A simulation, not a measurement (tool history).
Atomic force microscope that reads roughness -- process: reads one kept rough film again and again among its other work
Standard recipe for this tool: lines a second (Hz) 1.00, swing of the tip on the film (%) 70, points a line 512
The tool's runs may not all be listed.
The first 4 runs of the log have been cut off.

run,hour,lines a second (Hz),swing of the tip on the film (%),points a line,roughness of the kept film (nm (root mean square))
5,198.1,0.50,70,512,0.919
# hour 204.2: new tip fitted
6,240.7,1.00,70,909,0.922
7,279.0,1.00,70,909,0.918
# hour 329.6: new tip fitted
8,340.6,1.00,70,512,0.928
9,382.5,1.00,70,512,0.917
10,442.4,1.00,70,512,0.910
# hour 456.6: new tip fitted
11,480.2,1.00,78,512,0.913
12,549.2,2.98,70,512,0.871
# hour 582.9: new tip fitted
13,595.6,2.98,77,512,0.864
14,643.0,2.98,77,512,0.852
15,676.2,2.98,77,512,0.845
# hour 709.1: new tip fitted
16,733.1,2.98,77,512,0.859
17,768.0,2.98,77,279,0.848
18,808.0,2.98,77,279,0.844
# hour 834.1: new tip fitted
19,880.8,1.00,70,512,0.926
20,924.1,1.00,70,512,0.916
# hour 959.2: new tip fitted
21,963.4,1.00,70,512,0.925
22,1009.1,1.00,74,512,0.918
23,1048.9,1.00,80,512,0.900
# hour 1085.4: new tip fitted
24,1096.7,1.00,66,512,0.936
25,1146.3,1.99,70,512,0.904
26,1178.8,3.12,70,767,0.874
# hour 1211.1: new tip fitted
# hour 1242.6: height scale calibrated on a step standard
27,1244.2,1.00,72,1008,0.918
28,1284.4,1.00,72,1008,0.914

For run 29, what comes out?
29,1332.6,1.52,67,512,?

roughness of the kept film (nm (root mean square)): 0.897
If the tool had no hidden condition, the same run with the same run-to-run variation would have returned roughness of the kept film (nm (root mean square)) 0.919.

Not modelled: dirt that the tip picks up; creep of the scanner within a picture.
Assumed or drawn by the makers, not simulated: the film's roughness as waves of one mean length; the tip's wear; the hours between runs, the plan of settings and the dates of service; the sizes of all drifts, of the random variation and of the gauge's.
